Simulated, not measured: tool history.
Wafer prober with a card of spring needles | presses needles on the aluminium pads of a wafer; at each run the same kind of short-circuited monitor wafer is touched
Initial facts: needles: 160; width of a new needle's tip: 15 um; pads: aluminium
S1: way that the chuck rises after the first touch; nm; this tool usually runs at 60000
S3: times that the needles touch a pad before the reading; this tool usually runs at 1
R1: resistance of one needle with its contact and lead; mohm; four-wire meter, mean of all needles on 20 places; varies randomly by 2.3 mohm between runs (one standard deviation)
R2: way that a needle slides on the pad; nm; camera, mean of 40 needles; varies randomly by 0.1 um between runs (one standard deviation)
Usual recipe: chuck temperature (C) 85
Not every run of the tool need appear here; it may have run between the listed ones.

Run 1, hour 0: usual settings. Result: R1 335 mohm, R2 14610 nm.
At hour 16: tips cleaned on abrasive film.
At hour 36.9: tips cleaned on abrasive film.
Run 2, hour 39: usual settings. Result: R1 300 mohm, R2 14420 nm.
At hour 57.3: tips cleaned on abrasive film.
Run 3, hour 67.2: usual settings. Result: R1 373 mohm, R2 14480 nm.
At hour 79.6: tips cleaned on abrasive film.
At hour 99.3: tips cleaned on abrasive film.
Run 4, hour 106.6: usual settings. Result: R1 352 mohm, R2 14360 nm.
At hour 119.7: tips cleaned on abrasive film.
At hour 128.2: height of the first contact set anew.
Run 5, hour 135.3: usual settings. Result: R1 372 mohm, R2 15070 nm.
At hour 139.1: tips cleaned on abrasive film.
At hour 158.3: tips cleaned on abrasive film.
Run 6, hour 158.3: usual settings. Result: R1 269 mohm, R2 14870 nm.
At hour 178.7: tips cleaned on abrasive film.
Run 7, hour 187.3: usual settings. Result: R1 351 mohm, R2 14940 nm.
At hour 200: tips cleaned on abrasive film.
At hour 220.2: tips cleaned on abrasive film.
Run 8, hour 220.3: usual settings. Result: R1 270 mohm, R2 14880 nm.
At hour 241.1: tips cleaned on abrasive film.
Run 9, hour 243: usual settings but chuck temperature (C) 28. Result: R1 295 mohm, R2 14960 nm.
At hour 261.7: tips cleaned on abrasive film.
Run 10, hour 271.3: usual settings but chuck temperature (C) 28. Result: R1 362 mohm, R2 14550 nm.
At hour 281.7: tips cleaned on abrasive film.
At hour 300.9: tips cleaned on abrasive film.
Run 11, hour 313.3: usual settings. Result: R1 376 mohm, R2 14810 nm.
At hour 321.3: tips cleaned on abrasive film.
At hour 340.1: tips cleaned on abrasive film.
Run 12, hour 343.5: usual settings. Result: R1 328 mohm, R2 14640 nm.
At hour 359.3: tips cleaned on abrasive film.
Run 13, hour 373.7: usual settings. Result: R1 382 mohm, R2 14780 nm.
At hour 380: tips cleaned on abrasive film.
At hour 400.4: tips cleaned on abrasive film.
Run 14, hour 415.3: usual settings. Result: R1 384 mohm, R2 14760 nm.
At hour 422.5: tips cleaned on abrasive film.
At hour 443.3: tips cleaned on abrasive film.
Run 15, hour 456.7: usual settings but S1 57000 nm. Result: R1 395 mohm, R2 13720 nm.
At hour 465.6: tips cleaned on abrasive film.
At hour 488.2: tips cleaned on abrasive film.
Run 16, hour 494.9: usual settings but S1 57000 nm, chuck temperature (C) 34. Result: R1 357 mohm, R2 13780 nm.
At hour 508.9: tips cleaned on abrasive film.
Run 17, hour 526: usual settings but S1 57000 nm, chuck temperature (C) 34. Result: R1 402 mohm, R2 14040 nm.
At hour 529.6: tips cleaned on abrasive film.
At hour 551.4: tips cleaned on abrasive film.
Run 18, hour 553.4: usual settings but S1 57000 nm, chuck temperature (C) 34. Result: R1 294 mohm, R2 13630 nm.
At hour 570.8: tips cleaned on abrasive film.
Run 19, hour 583: usual settings but S1 44000 nm, chuck temperature (C) 43, S3 2. Result: R1 384 mohm, R2 10430 nm.
At hour 589.8: tips cleaned on abrasive film.
At hour 596.7: height of the first contact set anew.
At hour 610.4: tips cleaned on abrasive film.
Run 20, hour 610.4: usual settings but chuck temperature (C) 86, S3 2. Result: R1 263 mohm, R2 14910 nm.
At hour 629.4: tips cleaned on abrasive film.
Run 21, hour 639.5: usual settings but chuck temperature (C) 86, S3 2. Result: R1 330 mohm, R2 14980 nm.
At hour 649.6: tips cleaned on abrasive film.
At hour 671.8: tips cleaned on abrasive film.
Run 22, hour 680.1: usual settings but S1 61000 nm, chuck temperature (C) 54. Result: R1 358 mohm, R2 15150 nm.
At hour 692.5: tips cleaned on abrasive film.
Run 23, hour 702: usual settings but chuck temperature (C) 86. Result: R1 364 mohm, R2 14720 nm.
At hour 712.3: tips cleaned on abrasive film.
Run 24, hour 725.6: usual settings but S1 56000 nm, chuck temperature (C) 27, S3 2. Result: R1 336 mohm, R2 13750 nm.
At hour 732.2: tips cleaned on abrasive film.
At hour 751.6: tips cleaned on abrasive film.
At hour 771.9: tips cleaned on abrasive film.
Run 25, hour 772.8: usual settings but S1 56000 nm, chuck temperature (C) 27, S3 2. Result: R1 267 mohm, R2 13620 nm.
At hour 792.9: tips cleaned on abrasive film.
At hour 815.1: tips cleaned on abrasive film.
Run 26, hour 816.3: usual settings but S1 56000 nm, chuck temperature (C) 71, S3 2. Result: R1 285 mohm, R2 13710 nm.

What does the tool deliver on the next run?
At hour 835.9: tips cleaned on abrasive film.
Run 27, hour 837: usual settings but S1 50000 nm, S3 2. Result: R1 ?, R2 ?.

{"run 27": {"R1": 299, "R2": 12040}}
With the hidden condition absent and the run-to-run variation left alone, this run would have shown R1 270 mohm, R2 12310 nm.
